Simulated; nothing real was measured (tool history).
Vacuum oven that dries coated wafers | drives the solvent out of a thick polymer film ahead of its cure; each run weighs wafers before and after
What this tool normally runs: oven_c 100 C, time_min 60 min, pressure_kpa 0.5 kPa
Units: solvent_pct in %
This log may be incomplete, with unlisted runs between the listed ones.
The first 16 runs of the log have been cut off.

{"run": 17, "hour": 1014.5, "oven_c": 100, "time_min": 60, "pressure_kpa": 0.484, "solvent_pct": 6.07}
{"run": 18, "hour": 1095.3, "oven_c": 100, "time_min": 60, "pressure_kpa": 0.484, "solvent_pct": 6.01}
{"run": 19, "hour": 1142.2, "oven_c": 87, "time_min": 60, "pressure_kpa": 0.484, "solvent_pct": 12.03}
{"run": 20, "hour": 1225.8, "oven_c": 87, "time_min": 60, "pressure_kpa": 0.484, "solvent_pct": 11.9}
{"run": 21, "hour": 1288.3, "oven_c": 96, "time_min": 71, "pressure_kpa": 0.935, "solvent_pct": 7.4}
{"hour": 1295.5, "done": "oven's thermocouples calibrated"}
{"run": 22, "hour": 1370.6, "oven_c": 100, "time_min": 69, "pressure_kpa": 1.535, "solvent_pct": 7.57}
{"run": 23, "hour": 1425.0, "oven_c": 87, "time_min": 69, "pressure_kpa": 0.447, "solvent_pct": 12.04}
{"run": 24, "hour": 1485.4, "oven_c": 92, "time_min": 89, "pressure_kpa": 0.436, "solvent_pct": 8.17}
{"run": 25, "hour": 1548.8, "oven_c": 92, "time_min": 89, "pressure_kpa": 0.436, "solvent_pct": 8.2}
{"run": 26, "hour": 1609.4, "oven_c": 86, "time_min": 33, "pressure_kpa": 0.599, "solvent_pct": 15.8}
{"run": 27, "hour": 1656.6, "oven_c": 112, "time_min": 33, "pressure_kpa": 0.315, "solvent_pct": 5.15}
{"run": 28, "hour": 1701.4, "oven_c": 112, "time_min": 33, "pressure_kpa": 0.315, "solvent_pct": 5.07}
{"run": 29, "hour": 1741.5, "oven_c": 108, "time_min": 60, "pressure_kpa": 0.422, "solvent_pct": 3.57}
{"run": 30, "hour": 1793.7, "oven_c": 100, "time_min": 60, "pressure_kpa": 1.348, "solvent_pct": 7.8}
{"run": 31, "hour": 1871.3, "oven_c": 100, "time_min": 60, "pressure_kpa": 0.42, "solvent_pct": 6.64}
{"run": 32, "hour": 1957.1, "oven_c": 100, "time_min": 60, "pressure_kpa": 0.42, "solvent_pct": 6.63}
{"run": 33, "hour": 2002.8, "oven_c": 95, "time_min": 60, "pressure_kpa": 1.026, "solvent_pct": 9.82}
{"run": 34, "hour": 2044.6, "oven_c": 94, "time_min": 60, "pressure_kpa": 0.5, "solvent_pct": 9.71}
{"run": 35, "hour": 2111.6, "oven_c": 100, "time_min": 60, "pressure_kpa": 0.843, "solvent_pct": 7.03}

Predict each of these 4 candidate next runs independently; none follows another, all start after run 35:
{"run": "A", "hour": 2197.0, "oven_c": 86, "time_min": 42, "pressure_kpa": 0.324, "solvent_pct": "?"}
{"run": "B", "hour": 2197.0, "oven_c": 97, "time_min": 59, "pressure_kpa": 0.253, "solvent_pct": "?"}
{"run": "C", "hour": 2197.0, "oven_c": 109, "time_min": 48, "pressure_kpa": 0.345, "solvent_pct": "?"}
{"run": "D", "hour": 2197.0, "oven_c": 109, "time_min": 54, "pressure_kpa": 0.341, "solvent_pct": "?"}

run=A solvent_pct=14.49
run=B solvent_pct=7.95
run=C solvent_pct=4.1
run=D solvent_pct=3.53
Without the tool's unlogged condition, the same runs would have read:
run=A solvent_pct=13.75
run=B solvent_pct=7.21
run=C solvent_pct=3.48
run=D solvent_pct=2.85

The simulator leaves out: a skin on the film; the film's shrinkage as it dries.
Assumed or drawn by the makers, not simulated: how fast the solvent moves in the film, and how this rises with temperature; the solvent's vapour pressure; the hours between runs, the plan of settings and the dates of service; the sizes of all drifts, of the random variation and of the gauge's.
